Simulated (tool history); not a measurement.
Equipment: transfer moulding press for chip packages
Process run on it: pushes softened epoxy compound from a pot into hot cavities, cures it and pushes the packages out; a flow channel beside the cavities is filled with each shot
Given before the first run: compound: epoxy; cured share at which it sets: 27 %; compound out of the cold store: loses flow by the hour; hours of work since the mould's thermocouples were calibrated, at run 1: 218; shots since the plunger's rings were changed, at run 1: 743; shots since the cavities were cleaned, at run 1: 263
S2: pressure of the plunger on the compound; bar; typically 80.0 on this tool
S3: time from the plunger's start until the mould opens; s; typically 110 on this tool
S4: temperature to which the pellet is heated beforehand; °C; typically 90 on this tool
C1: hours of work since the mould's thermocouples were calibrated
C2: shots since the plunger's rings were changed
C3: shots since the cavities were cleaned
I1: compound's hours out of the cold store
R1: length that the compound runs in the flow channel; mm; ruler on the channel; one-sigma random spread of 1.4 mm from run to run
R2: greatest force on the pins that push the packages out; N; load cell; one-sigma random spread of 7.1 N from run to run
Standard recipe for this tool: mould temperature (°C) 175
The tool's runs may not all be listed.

{"run": 1, "hour": 0.0, "mould temperature (°C)": 175, "S2": 80.0, "S3": 110, "S4": 90, "C1": 218, "C2": 743, "C3": 263, "I1": 18.1, "R1": 794, "R2": 381}
{"hour": 23.7, "done": "cavities cleaned with cleaning compound and waxed"}
{"run": 2, "hour": 33.3, "mould temperature (°C)": 169, "S2": 80.0, "S3": 110, "S4": 90, "C1": 239, "C2": 1091, "C3": 105, "I1": 23.1, "R1": 775, "R2": 465}
{"hour": 70.8, "done": "cavities cleaned with cleaning compound and waxed"}
{"run": 3, "hour": 73.9, "mould temperature (°C)": 169, "S2": 80.0, "S3": 110, "S4": 90, "C1": 263, "C2": 1520, "C3": 34, "I1": 19.4, "R1": 793, "R2": 442}
{"run": 4, "hour": 113.4, "mould temperature (°C)": 169, "S2": 80.0, "S3": 110, "S4": 90, "C1": 289, "C2": 1952, "C3": 466, "I1": 15.7, "R1": 814, "R2": 613}
{"hour": 117.5, "done": "cavities cleaned with cleaning compound and waxed"}
{"run": 5, "hour": 148.3, "mould temperature (°C)": 169, "S2": 80.0, "S3": 110, "S4": 90, "C1": 310, "C2": 2318, "C3": 338, "I1": 12.1, "R1": 833, "R2": 577}
{"hour": 163.4, "done": "cavities cleaned with cleaning compound and waxed"}
{"run": 6, "hour": 187.7, "mould temperature (°C)": 169, "S2": 80.0, "S3": 110, "S4": 90, "C1": 334, "C2": 2732, "C3": 266, "I1": 22.0, "R1": 771, "R2": 557}
{"hour": 211.2, "done": "mould's thermocouples calibrated"}
{"hour": 212.7, "done": "cavities cleaned with cleaning compound and waxed"}
{"hour": 218.1, "done": "plunger's sealing rings changed"}
{"run": 7, "hour": 240.0, "mould temperature (°C)": 169, "S2": 80.0, "S3": 136, "S4": 90, "C1": 16, "C2": 240, "C3": 273, "I1": 14.5, "R1": 834, "R2": 386}
{"hour": 262.9, "done": "cavities cleaned with cleaning compound and waxed"}
{"run": 8, "hour": 292.6, "mould temperature (°C)": 179, "S2": 80.0, "S3": 110, "S4": 90, "C1": 48, "C2": 799, "C3": 325, "I1": 40.0, "R1": 672, "R2": 345}
{"hour": 309.4, "done": "cavities cleaned with cleaning compound and waxed"}
{"run": 9, "hour": 335.1, "mould temperature (°C)": 175, "S2": 77.4, "S3": 110, "S4": 90, "C1": 75, "C2": 1248, "C3": 281, "I1": 21.7, "R1": 758, "R2": 388}
{"hour": 355.1, "done": "cavities cleaned with cleaning compound and waxed"}
{"run": 10, "hour": 368.3, "mould temperature (°C)": 175, "S2": 77.4, "S3": 110, "S4": 90, "C1": 95, "C2": 1595, "C3": 145, "I1": 25.8, "R1": 734, "R2": 360}
{"hour": 402.7, "done": "cavities cleaned with cleaning compound and waxed"}
{"run": 11, "hour": 406.3, "mould temperature (°C)": 175, "S2": 77.4, "S3": 110, "S4": 90, "C1": 118, "C2": 1994, "C3": 39, "I1": 45.7, "R1": 633, "R2": 309}
{"hour": 451.1, "done": "cavities cleaned with cleaning compound and waxed"}
{"run": 12, "hour": 459.1, "mould temperature (°C)": 175, "S2": 77.4, "S3": 110, "S4": 90, "C1": 151, "C2": 2555, "C3": 86, "I1": 22.2, "R1": 748, "R2": 341}
{"hour": 466.5, "done": "mould's thermocouples calibrated, once more"}
{"hour": 500.9, "done": "cavities cleaned with cleaning compound and waxed"}
{"hour": 505.6, "done": "plunger's sealing rings changed"}
{"run": 13, "hour": 505.6, "mould temperature (°C)": 175, "S2": 77.4, "S3": 110, "S4": 90, "C1": 22, "C2": 0, "C3": 24, "I1": 12.9, "R1": 817, "R2": 308}
{"hour": 551.5, "done": "cavities cleaned with cleaning compound and waxed"}
{"run": 14, "hour": 560.6, "mould temperature (°C)": 175, "S2": 79.6, "S3": 118, "S4": 90, "C1": 57, "C2": 586, "C3": 99, "I1": 44.6, "R1": 655, "R2": 304}
{"run": 15, "hour": 591.8, "mould temperature (°C)": 175, "S2": 80.0, "S3": 138, "S4": 90, "C1": 76, "C2": 927, "C3": 440, "I1": 19.6, "R1": 786, "R2": 358}
{"hour": 599.9, "done": "cavities cleaned with cleaning compound and waxed"}
{"run": 16, "hour": 641.8, "mould temperature (°C)": 175, "S2": 80.0, "S3": 138, "S4": 90, "C1": 107, "C2": 1458, "C3": 458, "I1": 47.0, "R1": 639, "R2": 368}
{"hour": 648.4, "done": "cavities cleaned with cleaning compound and waxed"}
{"run": 17, "hour": 681.1, "mould temperature (°C)": 175, "S2": 80.0, "S3": 138, "S4": 90, "C1": 132, "C2": 1873, "C3": 358, "I1": 25.7, "R1": 746, "R2": 346}
{"hour": 697.9, "done": "cavities cleaned with cleaning compound and waxed"}
{"run": 18, "hour": 728.9, "mould temperature (°C)": 175, "S2": 64.2, "S3": 110, "S4": 97, "C1": 161, "C2": 2379, "C3": 340, "I1": 12.2, "R1": 733, "R2": 402}
{"hour": 744.0, "done": "cavities cleaned with cleaning compound and waxed"}
{"run": 19, "hour": 764.7, "mould temperature (°C)": 175, "S2": 64.2, "S3": 110, "S4": 97, "C1": 183, "C2": 2754, "C3": 226, "I1": 47.8, "R1": 564, "R2": 358}
{"hour": 790.2, "done": "plunger's sealing rings changed"}
{"hour": 797.1, "done": "cavities cleaned with cleaning compound and waxed"}
{"run": 20, "hour": 807.4, "mould temperature (°C)": 182, "S2": 60.9, "S3": 110, "S4": 94, "C1": 208, "C2": 172, "C3": 114, "I1": 40.0, "R1": 583, "R2": 293}
{"hour": 845.8, "done": "cavities cleaned with cleaning compound and waxed"}
{"run": 21, "hour": 855.0, "mould temperature (°C)": 182, "S2": 60.9, "S3": 110, "S4": 94, "C1": 237, "C2": 676, "C3": 101, "I1": 14.8, "R1": 697, "R2": 289}
{"hour": 893.7, "done": "cavities cleaned with cleaning compound and waxed"}
{"run": 22, "hour": 903.5, "mould temperature (°C)": 175, "S2": 80.0, "S3": 144, "S4": 90, "C1": 267, "C2": 1190, "C3": 107, "I1": 21.2, "R1": 769, "R2": 290}
{"hour": 942.9, "done": "cavities cleaned with cleaning compound and waxed"}
{"run": 23, "hour": 959.6, "mould temperature (°C)": 175, "S2": 80.0, "S3": 110, "S4": 97, "C1": 302, "C2": 1788, "C3": 183, "I1": 46.6, "R1": 638, "R2": 358}
{"hour": 989.3, "done": "cavities cleaned with cleaning compound and waxed"}
{"run": 24, "hour": 1019.9, "mould temperature (°C)": 174, "S2": 97.4, "S3": 112, "S4": 88, "C1": 339, "C2": 2432, "C3": 335, "I1": 33.9, "R1": 770, "R2": 395}
{"hour": 1035.2, "done": "mould's thermocouples calibrated"}
{"hour": 1036.7, "done": "cavities cleaned with cleaning compound and waxed"}
{"run": 25, "hour": 1057.4, "mould temperature (°C)": 174, "S2": 97.4, "S3": 112, "S4": 88, "C1": 13, "C2": 2803, "C3": 225, "I1": 12.8, "R1": 898, "R2": 368}

Below are 5 alternative next runs, each starting from the tool's condition after run 25. Predict each:
{"hour": 1079.7, "done": "plunger's sealing rings changed"}
{"hour": 1088.5, "done": "cavities cleaned with cleaning compound and waxed"}
{"run": "A", "hour": 1088.5, "mould temperature (°C)": 169, "S2": 80.0, "S3": 110, "S4": 90, "C1": 30, "C2": 81, "C3": 0, "I1": 17.8, "R1": "?", "R2": "?"}
{"hour": 1079.7, "done": "plunger's sealing rings changed"}
{"hour": 1088.5, "done": "cavities cleaned with cleaning compound and waxed"}
{"run": "B", "hour": 1088.5, "mould temperature (°C)": 168, "S2": 80.4, "S3": 95, "S4": 90, "C1": 30, "C2": 81, "C3": 0, "I1": 42.4, "R1": "?", "R2": "?"}
{"hour": 1079.7, "done": "plunger's sealing rings changed"}
{"hour": 1088.5, "done": "cavities cleaned with cleaning compound and waxed"}
{"run": "C", "hour": 1088.5, "mould temperature (°C)": 172, "S2": 97.7, "S3": 110, "S4": 83, "C1": 30, "C2": 81, "C3": 0, "I1": 15.2, "R1": "?", "R2": "?"}
{"hour": 1079.7, "done": "plunger's sealing rings changed"}
{"hour": 1088.5, "done": "cavities cleaned with cleaning compound and waxed"}
{"run": "D", "hour": 1088.5, "mould temperature (°C)": 174, "S2": 69.2, "S3": 112, "S4": 88, "C1": 30, "C2": 81, "C3": 0, "I1": 9.0, "R1": "?", "R2": "?"}
{"hour": 1079.7, "done": "plunger's sealing rings changed"}
{"hour": 1088.5, "done": "cavities cleaned with cleaning compound and waxed"}
{"run": "E", "hour": 1088.5, "mould temperature (°C)": 175, "S2": 80.0, "S3": 110, "S4": 100, "C1": 30, "C2": 81, "C3": 0, "I1": 27.4, "R1": "?", "R2": "?"}

run=A R1=813 R2=419
run=B R1=680 R2=536
run=C R1=907 R2=356
run=D R1=796 R2=301
run=E R1=747 R2=300
Take away the tool's hidden state, keep each run's random variation, and the runs would have read:
run=A R1=813 R2=409
run=B R1=680 R2=523
run=C R1=908 R2=348
run=D R1=797 R2=295
run=E R1=747 R2=295
